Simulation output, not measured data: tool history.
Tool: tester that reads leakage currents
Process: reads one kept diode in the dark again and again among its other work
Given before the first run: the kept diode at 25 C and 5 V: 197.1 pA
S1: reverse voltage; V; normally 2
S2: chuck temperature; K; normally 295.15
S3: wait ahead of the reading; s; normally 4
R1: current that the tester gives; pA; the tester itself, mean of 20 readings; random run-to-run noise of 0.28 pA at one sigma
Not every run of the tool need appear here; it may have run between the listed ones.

run 1 day=0 | S1=2 S2=295.15 S3=4 | R1=90.36
run 2 day=4.004 | S1=2 S2=295.15 S3=0.39 | R1=90.92
run 3 day=11.079 | S1=2 S2=295.15 S3=4 | R1=90.39
run 4 day=15.796 | S1=2 S2=295.15 S3=4 | R1=90.39
run 5 day=21.388 | S1=1.83 S2=295.15 S3=4 | R1=85.73
run 6 day=30.367 | S1=2.38 S2=295.15 S3=4 | R1=99.53
run 7 day=38.262 | S1=2 S2=295.15 S3=4 | R1=90.07
run 8 day=42.579 | S1=2 S2=295.15 S3=4 | R1=90.47
run 9 day=49.267 | S1=5.79 S2=295.15 S3=4 | R1=167.69
run 10 day=57.288 | S1=2 S2=295.15 S3=3.51 | R1=90.24
run 11 day=62.396 | S1=10.94 S2=295.15 S3=3.51 | R1=244.3
run 12 day=67.562 | S1=10.94 S2=295.15 S3=3.51 | R1=244.02
run 13 day=73.229 | S1=10.94 S2=295.15 S3=3.51 | R1=245.26
run 14 day=80.012 | S1=10.94 S2=295.15 S3=3.51 | R1=244.89
run 15 day=86.042 | S1=10.94 S2=295.15 S3=3.51 | R1=242.88
run 16 day=91.229 | S1=2 S2=314.15 S3=3.26 | R1=393.18
-- day=92.171 chuck's temperature calibrated
run 17 day=96.683 | S1=2 S2=325.15 S3=9.96 | R1=852.67
run 18 day=102.317 | S1=1.14 S2=325.15 S3=3.39 | R1=616.72
run 19 day=108.975 | S1=4.12 S2=318.15 S3=0.42 | R1=805.45
run 20 day=112.979 | S1=5.44 S2=318.15 S3=1.25 | R1=940.09
run 21 day=119.925 | S1=15.43 S2=332.15 S3=3.56 | R1=4500.25
run 22 day=125.371 | S1=15.43 S2=332.15 S3=3.56 | R1=4514.08
-- day=131.929 probe card cleaned and baked
run 23 day=135.021 | S1=2 S2=301.15 S3=5.5 | R1=145.67
-- day=138.871 tester calibrated
run 24 day=144.371 | S1=10.72 S2=295.15 S3=2.54 | R1=241.71
run 25 day=150.038 | S1=10.72 S2=295.15 S3=2.54 | R1=241.15
run 26 day=154.675 | S1=10.72 S2=295.15 S3=2.54 | R1=241.59
run 27 day=162.083 | S1=7.99 S2=295.15 S3=9.73 | R1=202.47
run 28 day=167.612 | S1=7.99 S2=295.15 S3=9.73 | R1=202.99

Predict each of these 5 candidate next runs independently; none follows another, all start after run 28:
run A day=176.079 | S1=2 S2=295.15 S3=3.08 | R1=?
run B day=176.079 | S1=7.99 S2=295.15 S3=2.79 | R1=?
run C day=176.079 | S1=2 S2=295.15 S3=2.07 | R1=?
run D day=176.079 | S1=6.53 S2=297.15 S3=2.02 | R1=?
run E day=176.079 | S1=2 S2=303.15 S3=4 | R1=?

run=A R1=89.7
run=B R1=202.06
run=C R1=89.81
run=D R1=213.3
run=E R1=171.66
What these runs would have given with no unlogged condition in the tool:
run=A R1=89.87
run=B R1=202.42
run=C R1=89.98
run=D R1=213.69
run=E R1=171.99
